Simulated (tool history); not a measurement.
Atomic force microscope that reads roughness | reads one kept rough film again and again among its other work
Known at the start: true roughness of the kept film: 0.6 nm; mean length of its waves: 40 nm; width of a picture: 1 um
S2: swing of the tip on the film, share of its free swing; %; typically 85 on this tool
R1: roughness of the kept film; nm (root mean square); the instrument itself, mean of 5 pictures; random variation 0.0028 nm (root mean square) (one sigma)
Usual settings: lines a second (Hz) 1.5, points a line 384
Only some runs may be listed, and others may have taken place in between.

{"run": 1, "hour": 0.0, "lines a second (Hz)": 1.5, "S2": 85, "points a line": 384, "R1": 0.523}
{"hour": 76.2, "done": "new tip fitted"}
{"run": 2, "hour": 83.4, "lines a second (Hz)": 1.5, "S2": 85, "points a line": 452, "R1": 0.528}
{"run": 3, "hour": 133.4, "lines a second (Hz)": 1.5, "S2": 85, "points a line": 452, "R1": 0.518}
{"hour": 168.4, "done": "new tip fitted"}
{"run": 4, "hour": 176.1, "lines a second (Hz)": 1.5, "S2": 85, "points a line": 690, "R1": 0.529}
{"hour": 254.8, "done": "new tip fitted"}
{"run": 5, "hour": 254.8, "lines a second (Hz)": 1.5, "S2": 85, "points a line": 776, "R1": 0.527}
{"hour": 330.3, "done": "height scale calibrated on a step standard"}
{"hour": 343.0, "done": "new tip fitted"}
{"run": 6, "hour": 343.0, "lines a second (Hz)": 1.5, "S2": 85, "points a line": 588, "R1": 0.528}
{"run": 7, "hour": 384.0, "lines a second (Hz)": 1.5, "S2": 85, "points a line": 465, "R1": 0.523}
{"hour": 430.4, "done": "new tip fitted"}
{"run": 8, "hour": 466.4, "lines a second (Hz)": 2.69, "S2": 85, "points a line": 384, "R1": 0.472}
{"hour": 522.9, "done": "new tip fitted"}
{"run": 9, "hour": 530.3, "lines a second (Hz)": 2.69, "S2": 85, "points a line": 426, "R1": 0.475}
{"run": 10, "hour": 608.3, "lines a second (Hz)": 2.69, "S2": 85, "points a line": 426, "R1": 0.47}
{"hour": 615.1, "done": "new tip fitted"}
{"run": 11, "hour": 675.5, "lines a second (Hz)": 2.69, "S2": 85, "points a line": 426, "R1": 0.47}
{"hour": 705.4, "done": "new tip fitted"}
{"run": 12, "hour": 738.5, "lines a second (Hz)": 2.69, "S2": 85, "points a line": 426, "R1": 0.478}
{"run": 13, "hour": 791.2, "lines a second (Hz)": 2.69, "S2": 85, "points a line": 426, "R1": 0.468}
{"hour": 798.7, "done": "new tip fitted"}
{"hour": 861.9, "done": "height scale calibrated on a step standard, once more"}
{"run": 14, "hour": 866.3, "lines a second (Hz)": 1.5, "S2": 85, "points a line": 269, "R1": 0.5}
{"hour": 886.0, "done": "new tip fitted"}
{"run": 15, "hour": 953.7, "lines a second (Hz)": 1.5, "S2": 85, "points a line": 645, "R1": 0.507}
{"hour": 978.8, "done": "new tip fitted"}
{"run": 16, "hour": 991.9, "lines a second (Hz)": 1.5, "S2": 85, "points a line": 645, "R1": 0.517}
{"run": 17, "hour": 1059.8, "lines a second (Hz)": 1.5, "S2": 85, "points a line": 645, "R1": 0.509}
{"hour": 1067.5, "done": "new tip fitted"}
{"run": 18, "hour": 1137.6, "lines a second (Hz)": 0.99, "S2": 85, "points a line": 645, "R1": 0.532}
{"hour": 1155.3, "done": "new tip fitted"}
{"run": 19, "hour": 1199.7, "lines a second (Hz)": 1.5, "S2": 87, "points a line": 384, "R1": 0.501}
{"hour": 1242.0, "done": "new tip fitted"}
{"run": 20, "hour": 1249.9, "lines a second (Hz)": 1.5, "S2": 87, "points a line": 384, "R1": 0.512}
{"run": 21, "hour": 1319.1, "lines a second (Hz)": 1.5, "S2": 87, "points a line": 384, "R1": 0.495}
{"hour": 1332.1, "done": "new tip fitted"}
{"run": 22, "hour": 1390.8, "lines a second (Hz)": 1.5, "S2": 87, "points a line": 384, "R1": 0.501}
{"hour": 1421.8, "done": "new tip fitted"}
{"run": 23, "hour": 1464.6, "lines a second (Hz)": 1.5, "S2": 85, "points a line": 384, "R1": 0.516}
{"run": 24, "hour": 1503.0, "lines a second (Hz)": 1.5, "S2": 70, "points a line": 384, "R1": 0.537}
{"hour": 1509.9, "done": "new tip fitted"}
{"run": 25, "hour": 1551.3, "lines a second (Hz)": 0.6, "S2": 85, "points a line": 384, "R1": 0.555}
{"hour": 1599.0, "done": "new tip fitted"}
{"run": 26, "hour": 1628.6, "lines a second (Hz)": 2.06, "S2": 74, "points a line": 488, "R1": 0.531}
{"hour": 1686.6, "done": "new tip fitted"}
{"run": 27, "hour": 1686.6, "lines a second (Hz)": 0.83, "S2": 61, "points a line": 817, "R1": 0.581}
{"run": 28, "hour": 1758.2, "lines a second (Hz)": 3.05, "S2": 76, "points a line": 322, "R1": 0.486}
{"hour": 1774.1, "done": "new tip fitted"}
{"run": 29, "hour": 1840.2, "lines a second (Hz)": 3.05, "S2": 76, "points a line": 322, "R1": 0.489}
{"hour": 1864.8, "done": "new tip fitted"}
{"run": 30, "hour": 1889.4, "lines a second (Hz)": 3.05, "S2": 76, "points a line": 322, "R1": 0.495}
{"hour": 1952.3, "done": "new tip fitted"}
{"run": 31, "hour": 1960.2, "lines a second (Hz)": 1.5, "S2": 75, "points a line": 561, "R1": 0.546}
{"run": 32, "hour": 2020.3, "lines a second (Hz)": 1.5, "S2": 64, "points a line": 384, "R1": 0.56}
{"hour": 2040.3, "done": "new tip fitted"}
{"run": 33, "hour": 2094.4, "lines a second (Hz)": 0.7, "S2": 87, "points a line": 749, "R1": 0.552}
{"hour": 2127.6, "done": "new tip fitted"}
{"run": 34, "hour": 2153.9, "lines a second (Hz)": 3.26, "S2": 88, "points a line": 384, "R1": 0.433}
{"hour": 2221.1, "done": "new tip fitted"}
{"run": 35, "hour": 2229.9, "lines a second (Hz)": 0.78, "S2": 85, "points a line": 485, "R1": 0.553}
{"run": 36, "hour": 2295.2, "lines a second (Hz)": 0.78, "S2": 85, "points a line": 485, "R1": 0.546}
{"hour": 2308.4, "done": "new tip fitted"}
{"run": 37, "hour": 2382.3, "lines a second (Hz)": 0.78, "S2": 85, "points a line": 485, "R1": 0.54}
{"hour": 2401.3, "done": "new tip fitted"}
{"run": 38, "hour": 2434.8, "lines a second (Hz)": 3.88, "S2": 73, "points a line": 429, "R1": 0.486}
{"hour": 2488.7, "done": "new tip fitted"}
{"run": 39, "hour": 2514.2, "lines a second (Hz)": 1.94, "S2": 58, "points a line": 882, "R1": 0.572}
{"run": 40, "hour": 2553.1, "lines a second (Hz)": 3, "S2": 85, "points a line": 384, "R1": 0.449}
{"hour": 2575.3, "done": "new tip fitted"}
{"run": 41, "hour": 2635.5, "lines a second (Hz)": 3.06, "S2": 84, "points a line": 384, "R1": 0.459}
{"hour": 2664.0, "done": "new tip fitted"}
{"run": 42, "hour": 2705.2, "lines a second (Hz)": 0.52, "S2": 61, "points a line": 384, "R1": 0.584}
{"hour": 2757.4, "done": "new tip fitted"}
{"run": 43, "hour": 2764.8, "lines a second (Hz)": 0.52, "S2": 61, "points a line": 384, "R1": 0.59}
{"run": 44, "hour": 2824.0, "lines a second (Hz)": 0.52, "S2": 61, "points a line": 384, "R1": 0.579}
{"hour": 2848.3, "done": "new tip fitted"}
{"run": 45, "hour": 2900.3, "lines a second (Hz)": 3.3, "S2": 78, "points a line": 339, "R1": 0.482}
{"hour": 2936.4, "done": "new tip fitted"}
{"run": 46, "hour": 2963.8, "lines a second (Hz)": 1.5, "S2": 71, "points a line": 504, "R1": 0.556}
{"run": 47, "hour": 3006.5, "lines a second (Hz)": 0.55, "S2": 72, "points a line": 353, "R1": 0.563}
{"hour": 3027.0, "done": "new tip fitted"}
{"run": 48, "hour": 3080.2, "lines a second (Hz)": 0.83, "S2": 87, "points a line": 595, "R1": 0.544}
{"hour": 3116.0, "done": "new tip fitted"}
{"run": 49, "hour": 3139.7, "lines a second (Hz)": 2.23, "S2": 85, "points a line": 258, "R1": 0.484}

The same runs without the tool's hidden state, with the same run-to-run variation:
The hidden state here: radius of the tip, nm; height scale over the true one, %; drift of the gauge itself on roughness_nm, %.
run=1 R1=0.515
run=2 R1=0.519
run=3 R1=0.518
run=4 R1=0.52
run=5 R1=0.516
run=6 R1=0.516
run=7 R1=0.519
run=8 R1=0.467
run=9 R1=0.465
run=10 R1=0.472
run=11 R1=0.469
run=12 R1=0.471
run=13 R1=0.469
run=14 R1=0.511
run=15 R1=0.517
run=16 R1=0.519
run=17 R1=0.521
run=18 R1=0.542
run=19 R1=0.506
run=20 R1=0.512
run=21 R1=0.506
run=22 R1=0.508
run=23 R1=0.522
run=24 R1=0.55
run=25 R1=0.56
run=26 R1=0.534
run=27 R1=0.578
run=28 R1=0.494
run=29 R1=0.497
run=30 R1=0.496
run=31 R1=0.544
run=32 R1=0.569
run=33 R1=0.558
run=34 R1=0.433
run=35 R1=0.55
run=36 R1=0.555
run=37 R1=0.549
run=38 R1=0.486
run=39 R1=0.571
run=40 R1=0.454
run=41 R1=0.463
run=42 R1=0.584
run=43 R1=0.585
run=44 R1=0.585
run=45 R1=0.484
run=46 R1=0.554
run=47 R1=0.571
run=48 R1=0.546
run=49 R1=0.481
